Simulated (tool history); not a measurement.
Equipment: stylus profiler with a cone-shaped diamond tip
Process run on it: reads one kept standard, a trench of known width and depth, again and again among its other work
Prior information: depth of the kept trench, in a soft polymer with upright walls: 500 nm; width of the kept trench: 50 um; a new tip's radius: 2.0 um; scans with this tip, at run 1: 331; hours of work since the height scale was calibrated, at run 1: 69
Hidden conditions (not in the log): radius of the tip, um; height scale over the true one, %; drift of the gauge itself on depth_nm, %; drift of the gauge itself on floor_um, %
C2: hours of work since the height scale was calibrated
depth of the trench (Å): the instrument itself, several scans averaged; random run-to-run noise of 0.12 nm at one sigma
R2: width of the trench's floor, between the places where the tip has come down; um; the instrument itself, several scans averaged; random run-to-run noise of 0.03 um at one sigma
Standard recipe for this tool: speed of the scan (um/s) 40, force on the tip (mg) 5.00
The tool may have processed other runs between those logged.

Run 1, hour 0.0: usual settings; scans with this tip 331; C2 69. Result: depth of the trench (Å) 5074.6, R2 47.25 um.
Run 2, hour 14.6: usual settings; scans with this tip 368; C2 77. Result: depth of the trench (Å) 5074.0, R2 47.32 um.
Run 3, hour 34.8: usual settings; scans with this tip 418; C2 87. Result: depth of the trench (Å) 5070.6, R2 47.29 um.
Run 4, hour 46.8: usual settings; scans with this tip 448; C2 94. Result: depth of the trench (Å) 5073.0, R2 47.25 um.
Run 5, hour 57.1: usual settings but speed of the scan (um/s) 62; scans with this tip 474; C2 99. Result: depth of the trench (Å) 5074.8, R2 47.19 um.
Run 6, hour 80.5: usual settings but speed of the scan (um/s) 14, force on the tip (mg) 2.77; scans with this tip 532; C2 111. Result: depth of the trench (Å) 5047.6, R2 47.27 um.
Run 7, hour 95.2: usual settings but speed of the scan (um/s) 73, force on the tip (mg) 6.92; scans with this tip 569; C2 119. Result: depth of the trench (Å) 5091.9, R2 47.16 um.

For run 8, what comes out?
Run 8, hour 116.8: usual settings but speed of the scan (um/s) 119, force on the tip (mg) 1.70; scans with this tip 623; C2 130. Result: depth of the trench (Å) ?, R2 ?.

Run 8 yielded depth of the trench (Å) 5037.7, R2 46.87 um.
The same run, on a tool lacking any hidden state, would have yielded depth of the trench (Å) 5037.7, R2 46.87 um.
